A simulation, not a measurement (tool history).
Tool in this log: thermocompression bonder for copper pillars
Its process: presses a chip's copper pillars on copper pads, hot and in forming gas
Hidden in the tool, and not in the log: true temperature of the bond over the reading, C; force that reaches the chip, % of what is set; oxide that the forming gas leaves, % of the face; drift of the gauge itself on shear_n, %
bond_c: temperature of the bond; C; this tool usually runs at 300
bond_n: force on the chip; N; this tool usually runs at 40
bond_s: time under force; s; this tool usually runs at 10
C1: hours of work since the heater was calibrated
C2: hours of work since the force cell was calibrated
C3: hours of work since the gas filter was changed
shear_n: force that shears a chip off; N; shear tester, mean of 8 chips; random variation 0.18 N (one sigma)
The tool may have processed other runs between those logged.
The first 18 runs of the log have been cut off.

{"run": 19, "hour": 769.3, "bond_c": 289, "bond_n": 40, "bond_s": 10, "C1": 157, "C2": 1029, "C3": 340, "shear_n": 51.8}
{"run": 20, "hour": 799.9, "bond_c": 289, "bond_n": 40, "bond_s": 10, "C1": 176, "C2": 1048, "C3": 359, "shear_n": 51.8}
{"hour": 828.1, "done": "force cell calibrated"}
{"run": 21, "hour": 831.8, "bond_c": 289, "bond_n": 40, "bond_s": 7, "C1": 194, "C2": 2, "C3": 377, "shear_n": 45.3}
{"run": 22, "hour": 858.5, "bond_c": 326, "bond_n": 31, "bond_s": 7, "C1": 210, "C2": 18, "C3": 393, "shear_n": 55.0}
{"hour": 912.0, "done": "forming gas filter changed"}
{"run": 23, "hour": 912.3, "bond_c": 326, "bond_n": 31, "bond_s": 7, "C1": 243, "C2": 51, "C3": 0, "shear_n": 58.4}
{"run": 24, "hour": 949.6, "bond_c": 326, "bond_n": 31, "bond_s": 7, "C1": 266, "C2": 74, "C3": 23, "shear_n": 58.4}
{"run": 25, "hour": 990.3, "bond_c": 326, "bond_n": 31, "bond_s": 7, "C1": 290, "C2": 98, "C3": 48, "shear_n": 58.5}
{"run": 26, "hour": 1041.9, "bond_c": 326, "bond_n": 43, "bond_s": 7, "C1": 322, "C2": 130, "C3": 79, "shear_n": 64.4}
{"run": 27, "hour": 1095.0, "bond_c": 326, "bond_n": 43, "bond_s": 7, "C1": 354, "C2": 162, "C3": 111, "shear_n": 63.6}
{"run": 28, "hour": 1118.4, "bond_c": 311, "bond_n": 51, "bond_s": 29, "C1": 368, "C2": 176, "C3": 126, "shear_n": 76.1}
{"run": 29, "hour": 1161.8, "bond_c": 300, "bond_n": 45, "bond_s": 10, "C1": 395, "C2": 203, "C3": 152, "shear_n": 59.9}
{"run": 30, "hour": 1188.0, "bond_c": 300, "bond_n": 53, "bond_s": 9, "C1": 411, "C2": 219, "C3": 168, "shear_n": 62.0}
{"run": 31, "hour": 1231.6, "bond_c": 300, "bond_n": 53, "bond_s": 9, "C1": 437, "C2": 245, "C3": 194, "shear_n": 61.6}
{"run": 32, "hour": 1285.4, "bond_c": 300, "bond_n": 40, "bond_s": 9, "C1": 470, "C2": 278, "C3": 227, "shear_n": 56.6}
{"run": 33, "hour": 1313.7, "bond_c": 297, "bond_n": 25, "bond_s": 14, "C1": 487, "C2": 295, "C3": 244, "shear_n": 53.2}
{"run": 34, "hour": 1345.2, "bond_c": 305, "bond_n": 45, "bond_s": 8, "C1": 506, "C2": 314, "C3": 264, "shear_n": 58.6}
{"run": 35, "hour": 1392.6, "bond_c": 305, "bond_n": 36, "bond_s": 13, "C1": 535, "C2": 343, "C3": 292, "shear_n": 61.5}
{"run": 36, "hour": 1443.3, "bond_c": 293, "bond_n": 36, "bond_s": 12, "C1": 566, "C2": 374, "C3": 323, "shear_n": 55.9}
{"run": 37, "hour": 1484.4, "bond_c": 293, "bond_n": 36, "bond_s": 12, "C1": 591, "C2": 399, "C3": 348, "shear_n": 55.9}
{"run": 38, "hour": 1509.9, "bond_c": 293, "bond_n": 36, "bond_s": 12, "C1": 606, "C2": 414, "C3": 364, "shear_n": 55.7}
{"run": 39, "hour": 1537.6, "bond_c": 300, "bond_n": 36, "bond_s": 28, "C1": 623, "C2": 431, "C3": 381, "shear_n": 67.9}
{"run": 40, "hour": 1573.8, "bond_c": 300, "bond_n": 36, "bond_s": 28, "C1": 645, "C2": 453, "C3": 403, "shear_n": 68.4}

Alternative continuations, all from the tool just after run 40; predict every row:
{"hour": 1580.1, "done": "heater calibrated with a thermocouple chip"}
{"hour": 1611.2, "done": "forming gas filter changed"}
{"run": "A", "hour": 1623.3, "bond_c": 300, "bond_n": 40, "bond_s": 12, "C1": 26, "C2": 482, "C3": 7, "shear_n": "?"}
{"hour": 1580.1, "done": "heater calibrated with a thermocouple chip"}
{"hour": 1611.2, "done": "forming gas filter changed"}
{"run": "B", "hour": 1623.3, "bond_c": 300, "bond_n": 49, "bond_s": 27, "C1": 26, "C2": 482, "C3": 7, "shear_n": "?"}
{"hour": 1580.1, "done": "heater calibrated with a thermocouple chip"}
{"hour": 1611.2, "done": "forming gas filter changed"}
{"run": "C", "hour": 1623.3, "bond_c": 329, "bond_n": 34, "bond_s": 13, "C1": 26, "C2": 482, "C3": 7, "shear_n": "?"}

run=A shear_n=59.4
run=B shear_n=72.7
run=C shear_n=68.4
Without the tool's unlogged condition, the same runs would have read:
run=A shear_n=59.0
run=B shear_n=72.5
run=C shear_n=68.1
